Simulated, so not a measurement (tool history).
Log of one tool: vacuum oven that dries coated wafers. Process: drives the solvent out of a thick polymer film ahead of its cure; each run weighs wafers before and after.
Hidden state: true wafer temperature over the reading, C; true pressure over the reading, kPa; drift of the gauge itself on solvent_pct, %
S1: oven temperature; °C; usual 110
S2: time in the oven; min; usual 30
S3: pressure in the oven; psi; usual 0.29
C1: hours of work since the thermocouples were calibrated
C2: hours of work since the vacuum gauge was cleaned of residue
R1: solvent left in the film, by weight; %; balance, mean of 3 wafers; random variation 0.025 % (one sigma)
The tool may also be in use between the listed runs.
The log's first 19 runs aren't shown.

run,day,S1,S2,S3,C1,C2,R1
20,53.2,110,30,0.486,572,1243,2.24
21,55.929,102,35,0.29,603,1274,2.48
22,59.204,104,30,0.493,640,1312,3.35
23,60.912,110,26,0.377,660,1331,1.99
24,63.808,100,50,0.265,693,1364,1.99
25,66.875,100,50,0.265,728,1399,2.04
26,69.383,110,19,0.29,757,1428,2.29
27,71.529,110,19,0.29,781,1453,2.28
28,74.108,110,19,0.29,811,1482,2.27
29,76.908,122,41,0.86,843,1514,2.28
30,78.425,122,41,0.86,860,1531,2.28
31,80.733,110,30,0.502,887,1558,2.22
32,83.196,110,15,0.29,915,1586,2.88
33,85.571,105,30,0.29,942,1613,2.14
34,87.746,99,20,0.483,967,1638,5.8
35,89.362,104,30,0.165,986,1657,1.8
36,92.796,109,20,0.473,1025,1696,2.91
37,94.7,109,20,0.473,1047,1718,2.94
38,97.896,99,26,0.29,1083,1754,3.91
39,99.717,99,26,0.268,1104,1775,3.9

Forecast each of these 5 alternatives for the next run:
A,102.729,112,30,0.709,1139,1810,?
B,102.729,118,19,0.492,1139,1810,?
C,102.729,113,30,0.29,1139,1810,?
D,102.729,106,26,0.268,1139,1810,?
E,102.729,101,39,1.059,1139,1810,?

run,R1
A,2.69
B,1.71
C,1.19
D,2.17
E,6.03
Without the tool's hidden state the same runs would have given:
run,R1
A,2.9
B,1.88
C,1.28
D,2.55
E,6.59
